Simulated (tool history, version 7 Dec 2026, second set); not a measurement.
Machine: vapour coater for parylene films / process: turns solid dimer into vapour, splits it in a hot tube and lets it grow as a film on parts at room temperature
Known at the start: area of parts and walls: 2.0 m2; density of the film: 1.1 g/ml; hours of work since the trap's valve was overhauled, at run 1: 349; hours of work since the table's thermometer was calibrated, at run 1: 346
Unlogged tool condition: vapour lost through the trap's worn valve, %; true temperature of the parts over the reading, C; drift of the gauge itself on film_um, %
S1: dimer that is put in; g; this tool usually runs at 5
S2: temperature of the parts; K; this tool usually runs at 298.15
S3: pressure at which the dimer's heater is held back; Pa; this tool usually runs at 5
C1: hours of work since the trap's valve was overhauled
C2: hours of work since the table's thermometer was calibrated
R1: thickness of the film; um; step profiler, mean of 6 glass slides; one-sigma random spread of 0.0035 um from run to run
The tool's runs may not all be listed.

run 1 hour=0 | S1=5 S2=298.15 S3=5 | C1=349 C2=346 | R1=1.689
run 2 hour=13.1 | S1=5 S2=298.15 S3=5 | C1=356 C2=353 | R1=1.685
run 3 hour=23.4 | S1=5 S2=298.15 S3=5 | C1=361 C2=359 | R1=1.686
run 4 hour=38.5 | S1=5 S2=298.15 S3=5 | C1=370 C2=367 | R1=1.676
run 5 hour=47.4 | S1=5 S2=298.15 S3=5 | C1=374 C2=372 | R1=1.686
run 6 hour=60.8 | S1=5 S2=298.15 S3=5 | C1=382 C2=379 | R1=1.688
run 7 hour=75 | S1=5 S2=298.15 S3=5 | C1=389 C2=386 | R1=1.677
run 8 hour=87.3 | S1=5 S2=298.15 S3=2.31 | C1=396 C2=393 | R1=1.801
run 9 hour=104.3 | S1=5 S2=298.15 S3=2.31 | C1=405 C2=402 | R1=1.808
run 10 hour=116.7 | S1=5 S2=298.15 S3=2.31 | C1=412 C2=409 | R1=1.801
run 11 hour=126.2 | S1=5 S2=302.15 S3=5 | C1=417 C2=414 | R1=1.534
run 12 hour=135.7 | S1=5 S2=302.15 S3=5 | C1=422 C2=419 | R1=1.531
run 13 hour=149.9 | S1=5 S2=302.15 S3=5 | C1=429 C2=427 | R1=1.534
run 14 hour=159.5 | S1=5 S2=302.15 S3=5 | C1=435 C2=432 | R1=1.536
run 15 hour=167.3 | S1=5 S2=298.15 S3=5 | C1=439 C2=436 | R1=1.68
run 16 hour=176.1 | S1=5 S2=298.15 S3=5 | C1=444 C2=441 | R1=1.674
run 17 hour=185.7 | S1=5 S2=298.15 S3=5 | C1=449 C2=446 | R1=1.675
run 18 hour=196.7 | S1=5 S2=298.15 S3=3.97 | C1=455 C2=452 | R1=1.715
run 19 hour=210.1 | S1=5 S2=298.15 S3=3.97 | C1=462 C2=459 | R1=1.704
run 20 hour=224.2 | S1=5 S2=298.15 S3=3.97 | C1=469 C2=467 | R1=1.712
run 21 hour=238.2 | S1=5 S2=298.15 S3=3.97 | C1=477 C2=474 | R1=1.706
run 22 hour=251.6 | S1=5 S2=298.15 S3=3.97 | C1=484 C2=481 | R1=1.706
run 23 hour=267.9 | S1=3 S2=298.15 S3=5 | C1=493 C2=490 | R1=1.004
run 24 hour=278.8 | S1=5 S2=298.15 S3=5 | C1=499 C2=496 | R1=1.665
run 25 hour=290.1 | S1=2 S2=290.15 S3=5 | C1=505 C2=502 | R1=0.797
run 26 hour=298.4 | S1=2 S2=290.15 S3=5 | C1=509 C2=507 | R1=0.798
run 27 hour=310.7 | S1=3 S2=298.15 S3=2.19 | C1=516 C2=513 | R1=1.083
run 28 hour=326.2 | S1=2 S2=301.15 S3=8.33 | C1=524 C2=521 | R1=0.601
run 29 hour=335.9 | S1=7 S2=305.15 S3=5.65 | C1=529 C2=527 | R1=1.974
run 30 hour=348.9 | S1=5 S2=298.15 S3=4.09 | C1=536 C2=534 | R1=1.695
-- hour=358 trap's valve overhauled
run 31 hour=362.1 | S1=7 S2=293.15 S3=4.95 | C1=2 C2=539 | R1=2.727
run 32 hour=375 | S1=3 S2=303.15 S3=4.95 | C1=9 C2=546 | R1=0.938
run 33 hour=388.7 | S1=4 S2=295.15 S3=5.79 | C1=16 C2=553 | R1=1.471
run 34 hour=403.3 | S1=4 S2=309.15 S3=5.79 | C1=24 C2=561 | R1=1.078
run 35 hour=415.6 | S1=5 S2=304.15 S3=2.2 | C1=31 C2=567 | R1=1.644
run 36 hour=432.3 | S1=6 S2=292.15 S3=5.16 | C1=40 C2=576 | R1=2.381
run 37 hour=449.2 | S1=5 S2=296.15 S3=3.24 | C1=49 C2=585 | R1=1.891
run 38 hour=464.4 | S1=5 S2=297.15 S3=10.44 | C1=57 C2=594 | R1=1.658
run 39 hour=475.9 | S1=6 S2=308.15 S3=7.36 | C1=63 C2=600 | R1=1.607
run 40 hour=490 | S1=2 S2=304.15 S3=3.16 | C1=71 C2=607 | R1=0.633
run 41 hour=505.3 | S1=2 S2=304.15 S3=3.16 | C1=79 C2=616 | R1=0.633
run 42 hour=519.8 | S1=2 S2=296.15 S3=2.9 | C1=87 C2=623 | R1=0.761
run 43 hour=533.5 | S1=3 S2=304.15 S3=2.02 | C1=94 C2=631 | R1=0.989
run 44 hour=546 | S1=4 S2=298.15 S3=9.68 | C1=101 C2=638 | R1=1.309
run 45 hour=554.6 | S1=5 S2=300.15 S3=5 | C1=106 C2=642 | R1=1.66
run 46 hour=564 | S1=5 S2=300.15 S3=5 | C1=111 C2=647 | R1=1.661

Measured minus without-hidden-state, run by run (identical run-to-run variation in each term; gauge scatter may differ):
run=1 R1=-0.042
run=2 R1=-0.043
run=3 R1=-0.044
run=4 R1=-0.045
run=5 R1=-0.045
run=6 R1=-0.046
run=7 R1=-0.046
run=8 R1=-0.05
run=9 R1=-0.052
run=10 R1=-0.053
run=11 R1=-0.045
run=12 R1=-0.046
run=13 R1=-0.046
run=14 R1=-0.047
run=15 R1=-0.052
run=16 R1=-0.052
run=17 R1=-0.052
run=18 R1=-0.055
run=19 R1=-0.055
run=20 R1=-0.056
run=21 R1=-0.057
run=22 R1=-0.058
run=23 R1=-0.035
run=24 R1=-0.059
run=25 R1=-0.028
run=26 R1=-0.028
run=27 R1=-0.039
run=28 R1=-0.021
run=29 R1=-0.073
run=30 R1=-0.064
run=31 R1=+0.025
run=32 R1=+0.008
run=33 R1=+0.012
run=34 R1=+0.008
run=35 R1=+0.013
run=36 R1=+0.017
run=37 R1=+0.013
run=38 R1=+0.01
run=39 R1=+0.01
run=40 R1=+0.003
run=41 R1=+0.003
run=42 R1=+0.003
run=43 R1=+0.004
run=44 R1=+0.004
run=45 R1=+0.006
run=46 R1=+0.005
